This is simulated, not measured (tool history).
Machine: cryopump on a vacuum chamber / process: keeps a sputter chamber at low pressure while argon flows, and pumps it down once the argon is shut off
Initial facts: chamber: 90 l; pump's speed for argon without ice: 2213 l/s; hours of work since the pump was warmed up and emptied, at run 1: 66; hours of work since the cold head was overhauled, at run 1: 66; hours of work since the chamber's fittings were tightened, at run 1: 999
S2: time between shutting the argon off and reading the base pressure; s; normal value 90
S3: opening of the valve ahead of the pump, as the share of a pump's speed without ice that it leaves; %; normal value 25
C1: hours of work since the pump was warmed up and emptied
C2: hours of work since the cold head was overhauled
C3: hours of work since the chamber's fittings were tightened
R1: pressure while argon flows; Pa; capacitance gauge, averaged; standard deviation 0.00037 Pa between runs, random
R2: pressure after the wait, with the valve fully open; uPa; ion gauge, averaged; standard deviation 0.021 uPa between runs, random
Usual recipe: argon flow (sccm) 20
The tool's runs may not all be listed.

run 1 hour=0.0 | argon_flow_(sccm)=20 S2=90 S3=25 | C1=66 C2=66 C3=999 | R1=0.0611 R2=0.80
run 2 hour=65.2 | argon_flow_(sccm)=20 S2=25 S3=25 | C1=95 C2=95 C3=1028 | R1=0.0608 R2=1.54
run 3 hour=133.5 | argon_flow_(sccm)=20 S2=25 S3=25 | C1=127 C2=127 C3=1060 | R1=0.0610 R2=1.50
run 4 hour=189.8 | argon_flow_(sccm)=20 S2=25 S3=25 | C1=152 C2=152 C3=1085 | R1=0.0612 R2=1.49
run 5 hour=260.7 | argon_flow_(sccm)=20 S2=25 S3=25 | C1=185 C2=185 C3=1118 | R1=0.0610 R2=1.59
run 6 hour=330.5 | argon_flow_(sccm)=20 S2=25 S3=25 | C1=216 C2=216 C3=1149 | R1=0.0619 R2=1.55
run 7 hour=365.0 | argon_flow_(sccm)=11 S2=26 S3=19 | C1=232 C2=232 C3=1165 | R1=0.0447 R2=1.56
run 8 hour=394.0 | argon_flow_(sccm)=25 S2=20 S3=48 | C1=245 C2=245 C3=1178 | R1=0.0411 R2=1.75
run 9 hour=440.0 | argon_flow_(sccm)=25 S2=48 S3=55 | C1=266 C2=266 C3=1199 | R1=0.0360 R2=1.09
run 10 hour=496.1 | argon_flow_(sccm)=25 S2=48 S3=55 | C1=292 C2=292 C3=1225 | R1=0.0357 R2=1.10

Measured less the same run without the tool's hidden state. The same run-to-run variation is in both; the gauge's scatter may not be:
The hidden state here: pump's speed, % of a pump's without ice; cold plate's temperature, K; leak into the chamber, uPa l/s; drift of the gauge itself on working_pa, %; drift of the gauge itself on base_upa, %.
run=1 R1=+0.0002 R2=+0.34
run=2 R1=+0.0002 R2=+0.37
run=3 R1=+0.0003 R2=+0.38
run=4 R1=+0.0004 R2=+0.37
run=5 R1=+0.0005 R2=+0.41
run=6 R1=+0.0005 R2=+0.41
run=7 R1=+0.0003 R2=+0.43
run=8 R1=+0.0009 R2=+0.41
run=9 R1=+0.0009 R2=+0.43
run=10 R1=+0.0010 R2=+0.45
